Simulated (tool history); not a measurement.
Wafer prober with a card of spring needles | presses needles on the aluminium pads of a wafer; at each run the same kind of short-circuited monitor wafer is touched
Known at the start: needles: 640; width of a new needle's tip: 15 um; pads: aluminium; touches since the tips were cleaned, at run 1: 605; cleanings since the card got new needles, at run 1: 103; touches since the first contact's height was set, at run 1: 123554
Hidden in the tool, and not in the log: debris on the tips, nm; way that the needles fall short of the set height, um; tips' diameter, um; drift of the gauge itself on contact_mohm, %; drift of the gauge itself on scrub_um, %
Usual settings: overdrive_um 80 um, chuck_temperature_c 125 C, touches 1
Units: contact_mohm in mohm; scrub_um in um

| run | day | overdrive_um | chuck_temperature_c | touches | touches since the tips were cleaned | cleanings since the card got new needles | touches since the first contact's height was set | contact_mohm | scrub_um |
|---|---|---|---|---|---|---|---|---|---|
| 1 | 0 | 80 | 125 | 1 | 605 | 103 | 123554 | 244 | 13.53 |
|  | 0.279 | tips cleaned on abrasive film |
|  | 0.65 | tips cleaned on abrasive film |
| 2 | 0.65 | 80 | 125 | 1 | 30 | 105 | 128974 | 237 | 13.55 |
|  | 1.008 | tips cleaned on abrasive film |
|  | 1.371 | tips cleaned on abrasive film |
|  | 1.725 | tips cleaned on abrasive film |
| 3 | 1.825 | 80 | 125 | 1 | 830 | 108 | 138752 | 247 | 13.57 |
|  | 2.046 | tips cleaned on abrasive film |
|  | 2.396 | tips cleaned on abrasive film |
| 4 | 2.396 | 80 | 125 | 1 | 26 | 110 | 143505 | 238 | 13.47 |
|  | 2.712 | tips cleaned on abrasive film |
|  | 3.042 | tips cleaned on abrasive film |
| 5 | 3.125 | 80 | 125 | 1 | 717 | 112 | 149580 | 248 | 13.38 |
|  | 3.412 | tips cleaned on abrasive film |
|  | 3.762 | tips cleaned on abrasive film |
| 6 | 3.9 | 65 | 125 | 1 | 1179 | 114 | 156035 | 261 | 10.64 |
|  | 4.1 | tips cleaned on abrasive film |
|  | 4.421 | tips cleaned on abrasive film |
|  | 4.733 | tips cleaned on abrasive film |
| 7 | 4.838 | 65 | 125 | 1 | 891 | 117 | 163824 | 259 | 10.85 |
|  | 5.117 | tips cleaned on abrasive film |
|  | 5.475 | tips cleaned on abrasive film |
| 8 | 5.475 | 80 | 125 | 1 | 0 | 119 | 169106 | 238 | 13.33 |
|  | 5.838 | tips cleaned on abrasive film |
| 9 | 6.142 | 80 | 125 | 1 | 2556 | 120 | 174690 | 266 | 13.32 |
|  | 6.221 | tips cleaned on abrasive film |
|  | 6.529 | tips cleaned on abrasive film |
| 10 | 6.729 | 80 | 125 | 1 | 1676 | 122 | 179575 | 258 | 13.24 |
|  | 6.875 | tips cleaned on abrasive film |
|  | 7.246 | tips cleaned on abrasive film |
|  | 7.504 | height of the first contact set anew |
| 11 | 7.504 | 80 | 125 | 2 | 2076 | 124 | 0 | 247 | 14.09 |
|  | 7.588 | tips cleaned on abrasive film |
|  | 7.962 | tips cleaned on abrasive film |
|  | 8.283 | tips cleaned on abrasive film |
|  | 8.629 | tips cleaned on abrasive film |
| 12 | 8.629 | 80 | 125 | 1 | 0 | 128 | 9337 | 238 | 14.16 |
|  | 8.958 | tips cleaned on abrasive film |
|  | 9.267 | tips cleaned on abrasive film |
| 13 | 9.417 | 80 | 125 | 1 | 1264 | 130 | 15877 | 245 | 14.28 |
|  | 9.617 | tips cleaned on abrasive film |
|  | 9.979 | tips cleaned on abrasive film |
|  | 10.342 | tips cleaned on abrasive film |
| 14 | 10.379 | 80 | 125 | 1 | 308 | 133 | 23888 | 245 | 14.18 |
|  | 10.658 | tips cleaned on abrasive film |
| 15 | 10.867 | 80 | 42 | 1 | 1746 | 134 | 27963 | 236 | 14.01 |
|  | 11.021 | tips cleaned on abrasive film |
|  | 11.383 | tips cleaned on abrasive film |
|  | 11.729 | tips cleaned on abrasive film |
| 16 | 11.946 | 65 | 60 | 1 | 1808 | 137 | 36938 | 261 | 11.23 |
|  | 12.1 | tips cleaned on abrasive film |
|  | 12.462 | tips cleaned on abrasive film |
| 17 | 12.462 | 65 | 60 | 1 | 0 | 139 | 41217 | 227 | 11.27 |
|  | 12.833 | tips cleaned on abrasive film |
|  | 13.212 | tips cleaned on abrasive film |
| 18 | 13.275 | 65 | 60 | 1 | 527 | 141 | 48016 | 238 | 11.22 |
|  | 13.575 | tips cleaned on abrasive film |
| 19 | 13.838 | 66 | 60 | 2 | 2229 | 142 | 52723 | 244 | 11.38 |
|  | 13.921 | tips cleaned on abrasive film |
|  | 14.279 | tips cleaned on abrasive film |
|  | 14.592 | tips cleaned on abrasive film |
| 20 | 14.85 | 66 | 60 | 2 | 2166 | 145 | 61133 | 245 | 11.32 |
|  | 14.917 | tips cleaned on abrasive film |
|  | 15.25 | tips cleaned on abrasive film |
| 21 | 15.354 | 66 | 58 | 1 | 878 | 147 | 65296 | 241 | 11.47 |
|  | 15.579 | tips cleaned on abrasive film |
|  | 15.933 | tips cleaned on abrasive film |
|  | 16.275 | tips cleaned on abrasive film |
| 22 | 16.275 | 69 | 125 | 1 | 0 | 150 | 72958 | 240 | 11.69 |
|  | 16.583 | tips cleaned on abrasive film |
|  | 16.929 | tips cleaned on abrasive film |
| 23 | 17.038 | 69 | 125 | 1 | 915 | 152 | 79304 | 259 | 11.83 |
|  | 17.242 | tips cleaned on abrasive film |
|  | 17.608 | tips cleaned on abrasive film |
| 24 | 17.775 | 96 | 39 | 1 | 1394 | 154 | 85446 | 227 | 16.5 |
|  | 17.992 | tips cleaned on abrasive film |
|  | 18.308 | tips cleaned on abrasive film |
| 25 | 18.575 | 96 | 39 | 1 | 2224 | 156 | 92115 | 233 | 16.42 |
|  | 18.654 | tips cleaned on abrasive film |
|  | 19 | tips cleaned on abrasive film |
|  | 19.358 | tips cleaned on abrasive film |
| 26 | 19.571 | 60 | 39 | 2 | 1797 | 159 | 100411 | 249 | 10.14 |
|  | 19.708 | tips cleaned on abrasive film |
|  | 20.017 | tips cleaned on abrasive film |
|  | 20.371 | tips cleaned on abrasive film |
|  | 20.712 | tips cleaned on abrasive film |
| 27 | 20.767 | 95 | 43 | 1 | 459 | 163 | 110358 | 222 | 16.2 |
|  | 21.029 | tips cleaned on abrasive film |
|  | 21.338 | tips cleaned on abrasive film |
| 28 | 21.342 | 92 | 43 | 2 | 7 | 165 | 115106 | 218 | 15.6 |
|  | 21.704 | tips cleaned on abrasive film |
|  | 22.054 | tips cleaned on abrasive film |
|  | 22.554 | card fitted with new needles |
| 29 | 22.554 | 69 | 42 | 2 | 0 | 0 | 0 | 216 | 12.15 |
|  | 22.921 | tips cleaned on abrasive film |
| 30 | 23.112 | 68 | 42 | 2 | 1593 | 1 | 4672 | 226 | 11.97 |

How the hidden state differs across the entries between the runs, from the last listed run before each to the first after it:
Between runs 1 and 2: tips cleaned on abrasive film (day 0.279); tips cleaned on abrasive film (day 0.65)
  debris on the tips, nm: 24.3 -> 5.8; way that the needles fall short of the set height, um: 3.64 -> 3.8; tips' diameter, um: 18.15 -> 18.21
  measured less the result without the state, contact_mohm: +11 -> +5 mohm; scrub_um: -0.65 -> -0.67 um
Between runs 2 and 3: tips cleaned on abrasive film (day 1.008); tips cleaned on abrasive film (day 1.371); tips cleaned on abrasive film (day 1.725)
  debris on the tips, nm: 5.8 -> 39; way that the needles fall short of the set height, um: 3.8 -> 4.06; tips' diameter, um: 18.21 -> 18.3
  measured less the result without the state, contact_mohm: +5 -> +16 mohm; scrub_um: -0.67 -> -0.73 um
Between runs 3 and 4: tips cleaned on abrasive film (day 2.046); tips cleaned on abrasive film (day 2.396)
  debris on the tips, nm: 39 -> 4.9; way that the needles fall short of the set height, um: 4.06 -> 4.19; tips' diameter, um: 18.3 -> 18.34
  measured less the result without the state, contact_mohm: +16 -> +4 mohm; scrub_um: -0.73 -> -0.74 um
Between runs 4 and 5: tips cleaned on abrasive film (day 2.712); tips cleaned on abrasive film (day 3.042)
  debris on the tips, nm: 4.9 -> 32.9; way that the needles fall short of the set height, um: 4.19 -> 4.37; tips' diameter, um: 18.34 -> 18.41
  measured less the result without the state, contact_mohm: +4 -> +14 mohm; scrub_um: -0.74 -> -0.77 um
Between runs 5 and 6: tips cleaned on abrasive film (day 3.412); tips cleaned on abrasive film (day 3.762)
  debris on the tips, nm: 32.9 -> 44.9; way that the needles fall short of the set height, um: 4.37 -> 4.55; tips' diameter, um: 18.41 -> 18.47
  measured less the result without the state, contact_mohm: +14 -> +28 mohm; scrub_um: -0.77 -> -0.8 um
Between runs 6 and 7: tips cleaned on abrasive film (day 4.1); tips cleaned on abrasive film (day 4.421); tips cleaned on abrasive film (day 4.733)
  debris on the tips, nm: 44.9 -> 39.4; way that the needles fall short of the set height, um: 4.55 -> 4.83; tips' diameter, um: 18.47 -> 18.57
  measured less the result without the state, contact_mohm: +28 -> +25 mohm; scrub_um: -0.8 -> -0.86 um
Between runs 7 and 8: tips cleaned on abrasive film (day 5.117); tips cleaned on abrasive film (day 5.475)
  debris on the tips, nm: 39.4 -> 6.5; way that the needles fall short of the set height, um: 4.83 -> 4.99; tips' diameter, um: 18.57 -> 18.62
  measured less the result without the state, contact_mohm: +25 -> +5 mohm; scrub_um: -0.86 -> -0.89 um
Between runs 8 and 9: tips cleaned on abrasive film (day 5.838)
  debris on the tips, nm: 6.5 -> 76.4; way that the needles fall short of the set height, um: 4.99 -> 5.06; tips' diameter, um: 18.62 -> 18.65
  measured less the result without the state, contact_mohm: +5 -> +33 mohm; scrub_um: -0.89 -> -0.9 um
Between runs 9 and 10: tips cleaned on abrasive film (day 6.221); tips cleaned on abrasive film (day 6.529)
  debris on the tips, nm: 76.4 -> 65.9; way that the needles fall short of the set height, um: 5.06 -> 5.19; tips' diameter, um: 18.65 -> 18.69
  measured less the result without the state, contact_mohm: +33 -> +28 mohm; scrub_um: -0.9 -> -0.93 um
Between runs 10 and 11: tips cleaned on abrasive film (day 6.875); tips cleaned on abrasive film (day 7.246); height of the first contact set anew (day 7.504)
  debris on the tips, nm: 65.9 -> 69.7; way that the needles fall short of the set height, um: 5.19 -> 0; tips' diameter, um: 18.69 -> 18.76
  measured less the result without the state, contact_mohm: +28 -> +16 mohm; scrub_um: -0.93 -> +0 um
Between runs 11 and 12: tips cleaned on abrasive film (day 7.588); tips cleaned on abrasive film (day 7.962); tips cleaned on abrasive film (day 8.283); tips cleaned on abrasive film (day 8.629)
  debris on the tips, nm: 69.7 -> 9.8; way that the needles fall short of the set height, um: 0 -> 0.31; tips' diameter, um: 18.76 -> 18.87
  measured less the result without the state, contact_mohm: +16 -> +5 mohm; scrub_um: +0 -> -0.05 um
Between runs 12 and 13: tips cleaned on abrasive film (day 8.958); tips cleaned on abrasive film (day 9.267)
  debris on the tips, nm: 9.8 -> 50.1; way that the needles fall short of the set height, um: 0.31 -> 0.47; tips' diameter, um: 18.87 -> 18.92
  measured less the result without the state, contact_mohm: +5 -> +20 mohm; scrub_um: -0.05 -> -0.09 um
Between runs 13 and 14: tips cleaned on abrasive film (day 9.617); tips cleaned on abrasive film (day 9.979); tips cleaned on abrasive film (day 10.342)
  debris on the tips, nm: 50.1 -> 22.5; way that the needles fall short of the set height, um: 0.47 -> 0.74; tips' diameter, um: 18.92 -> 19.02
  measured less the result without the state, contact_mohm: +20 -> +11 mohm; scrub_um: -0.09 -> -0.13 um
Between runs 14 and 15: tips cleaned on abrasive film (day 10.658)
  debris on the tips, nm: 22.5 -> 63.9; way that the needles fall short of the set height, um: 0.74 -> 0.82; tips' diameter, um: 19.02 -> 19.05
  measured less the result without the state, contact_mohm: +11 -> +28 mohm; scrub_um: -0.13 -> -0.15 um
Between runs 15 and 16: tips cleaned on abrasive film (day 11.021); tips cleaned on abrasive film (day 11.383); tips cleaned on abrasive film (day 11.729)
  debris on the tips, nm: 63.9 -> 64.4; way that the needles fall short of the set height, um: 0.82 -> 1.1; tips' diameter, um: 19.05 -> 19.14
  measured less the result without the state, contact_mohm: +28 -> +41 mohm; scrub_um: -0.15 -> -0.2 um
Between runs 16 and 17: tips cleaned on abrasive film (day 12.1); tips cleaned on abrasive film (day 12.462)
  debris on the tips, nm: 64.4 -> 5.9; way that the needles fall short of the set height, um: 1.1 -> 1.29; tips' diameter, um: 19.14 -> 19.21
  measured less the result without the state, contact_mohm: +41 -> +6 mohm; scrub_um: -0.2 -> -0.23 um
Between runs 17 and 18: tips cleaned on abrasive film (day 12.833); tips cleaned on abrasive film (day 13.212)
  debris on the tips, nm: 5.9 -> 26.3; way that the needles fall short of the set height, um: 1.29 -> 1.47; tips' diameter, um: 19.21 -> 19.27
  measured less the result without the state, contact_mohm: +6 -> +18 mohm; scrub_um: -0.23 -> -0.26 um
Between runs 18 and 19: tips cleaned on abrasive film (day 13.575)
  debris on the tips, nm: 26.3 -> 74.7; way that the needles fall short of the set height, um: 1.47 -> 1.56; tips' diameter, um: 19.27 -> 19.31
  measured less the result without the state, contact_mohm: +18 -> +29 mohm; scrub_um: -0.26 -> -0.28 um
Between runs 19 and 20: tips cleaned on abrasive film (day 13.921); tips cleaned on abrasive film (day 14.279); tips cleaned on abrasive film (day 14.592)
  debris on the tips, nm: 74.7 -> 74.1; way that the needles fall short of the set height, um: 1.56 -> 1.79; tips' diameter, um: 19.31 -> 19.38
  measured less the result without the state, contact_mohm: +29 -> +29 mohm; scrub_um: -0.28 -> -0.32 um
Between runs 20 and 21: tips cleaned on abrasive film (day 14.917); tips cleaned on abrasive film (day 15.25)
  debris on the tips, nm: 74.1 -> 34.5; way that the needles fall short of the set height, um: 1.79 -> 1.92; tips' diameter, um: 19.38 -> 19.43
  measured less the result without the state, contact_mohm: +29 -> +23 mohm; scrub_um: -0.32 -> -0.35 um
Between runs 21 and 22: tips cleaned on abrasive film (day 15.579); tips cleaned on abrasive film (day 15.933); tips cleaned on abrasive film (day 16.275)
  debris on the tips, nm: 34.5 -> 7; way that the needles fall short of the set height, um: 1.92 -> 2.19; tips' diameter, um: 19.43 -> 19.53
  measured less the result without the state, contact_mohm: +23 -> +7 mohm; scrub_um: -0.35 -> -0.39 um
Between runs 22 and 23: tips cleaned on abrasive film (day 16.583); tips cleaned on abrasive film (day 16.929)
  debris on the tips, nm: 7 -> 32.8; way that the needles fall short of the set height, um: 2.19 -> 2.37; tips' diameter, um: 19.53 -> 19.59
  measured less the result without the state, contact_mohm: +7 -> +20 mohm; scrub_um: -0.39 -> -0.42 um
Between runs 23 and 24: tips cleaned on abrasive film (day 17.242); tips cleaned on abrasive film (day 17.608)
  debris on the tips, nm: 32.8 -> 46.6; way that the needles fall short of the set height, um: 2.37 -> 2.56; tips' diameter, um: 19.59 -> 19.65
  measured less the result without the state, contact_mohm: +20 -> +17 mohm; scrub_um: -0.42 -> -0.46 um
Between runs 24 and 25: tips cleaned on abrasive film (day 17.992); tips cleaned on abrasive film (day 18.308)
  debris on the tips, nm: 46.6 -> 72; way that the needles fall short of the set height, um: 2.56 -> 2.71; tips' diameter, um: 19.65 -> 19.71
  measured less the result without the state, contact_mohm: +17 -> +25 mohm; scrub_um: -0.46 -> -0.48 um
Between runs 25 and 26: tips cleaned on abrasive film (day 18.654); tips cleaned on abrasive film (day 19); tips cleaned on abrasive film (day 19.358)
  debris on the tips, nm: 72 -> 66.1; way that the needles fall short of the set height, um: 2.71 -> 2.96; tips' diameter, um: 19.71 -> 19.8
  measured less the result without the state, contact_mohm: +25 -> +35 mohm; scrub_um: -0.48 -> -0.53 um
Between runs 26 and 27: tips cleaned on abrasive film (day 19.708); tips cleaned on abrasive film (day 20.017); tips cleaned on abrasive film (day 20.371); tips cleaned on abrasive film (day 20.712)
  debris on the tips, nm: 66.1 -> 22; way that the needles fall short of the set height, um: 2.96 -> 3.29; tips' diameter, um: 19.8 -> 19.91
  measured less the result without the state, contact_mohm: +35 -> +10 mohm; scrub_um: -0.53 -> -0.58 um
Between runs 27 and 28: tips cleaned on abrasive film (day 21.029); tips cleaned on abrasive film (day 21.338)
  debris on the tips, nm: 22 -> 9; way that the needles fall short of the set height, um: 3.29 -> 3.46; tips' diameter, um: 19.91 -> 19.97
  measured less the result without the state, contact_mohm: +10 -> +5 mohm; scrub_um: -0.58 -> -0.62 um
Between runs 28 and 29: tips cleaned on abrasive film (day 21.704); tips cleaned on abrasive film (day 22.054); card fitted with new needles (day 22.554)
  debris on the tips, nm: 9 -> 0; way that the needles fall short of the set height, um: 3.46 -> 0; tips' diameter, um: 19.97 -> 15
  measured less the result without the state, contact_mohm: +5 -> +0 mohm; scrub_um: -0.62 -> +0 um
Between runs 29 and 30: tips cleaned on abrasive film (day 22.921)
  debris on the tips, nm: 0 -> 57.6; way that the needles fall short of the set height, um: 0 -> 0.06; tips' diameter, um: 15 -> 15.02
  measured less the result without the state, contact_mohm: +0 -> +13 mohm; scrub_um: +0 -> -0.01 um

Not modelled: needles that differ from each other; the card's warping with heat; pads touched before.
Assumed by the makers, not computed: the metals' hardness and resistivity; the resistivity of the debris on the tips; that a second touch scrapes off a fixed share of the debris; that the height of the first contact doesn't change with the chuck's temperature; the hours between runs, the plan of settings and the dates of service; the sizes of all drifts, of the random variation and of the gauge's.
